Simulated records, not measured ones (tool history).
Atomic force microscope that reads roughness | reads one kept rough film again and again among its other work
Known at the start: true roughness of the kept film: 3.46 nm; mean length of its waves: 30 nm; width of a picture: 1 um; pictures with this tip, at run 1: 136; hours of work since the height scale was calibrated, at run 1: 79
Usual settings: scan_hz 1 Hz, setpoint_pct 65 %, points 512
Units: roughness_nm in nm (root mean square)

run	day	scan_hz	setpoint_pct	points	pictures with this tip	hours of work since the height scale was calibrated	roughness_nm
1	0	1	65	512	136	79	2.62
2	0.767	1	65	512	160	87	2.547
3	1.196	1.89	65	512	174	92	2.433
4	1.992	1	65	512	199	100	2.455
5	2.775	1	65	512	224	108	2.4
6	3.612	1	65	512	251	117	2.336
7	3.992	1	65	512	263	121	2.337
# day 4.329: new tip fitted
8	4.383	1	82	512	2	125	2.825
9	5.138	1	82	512	26	133	2.716
10	5.496	1	82	512	37	137	2.695
11	5.908	1	82	512	50	141	2.652
12	6.696	1	82	512	75	150	2.59
13	7.525	1	56	512	102	159	2.729
14	8.021	1	56	512	118	164	2.663
15	8.617	1	56	512	137	170	2.633
16	9.446	3.79	56	512	163	179	2.418
17	10.075	3.79	56	512	183	185	2.388
18	10.725	3.79	56	512	204	192	2.346
19	11.262	3.79	56	512	221	198	2.302
20	11.796	1.38	87	487	238	204	2.068
21	12.504	1.38	87	487	260	211	2.043
# day 12.929: new tip fitted
22	12.929	1.38	87	487	0	215	2.639

Run 23 comes next. What will it give?
23	13.412	1.38	87	487	16	221	?

roughness_nm: 2.581 nm (root mean square)
Without the tool's hidden state the same run would have given roughness_nm 2.641 nm (root mean square).
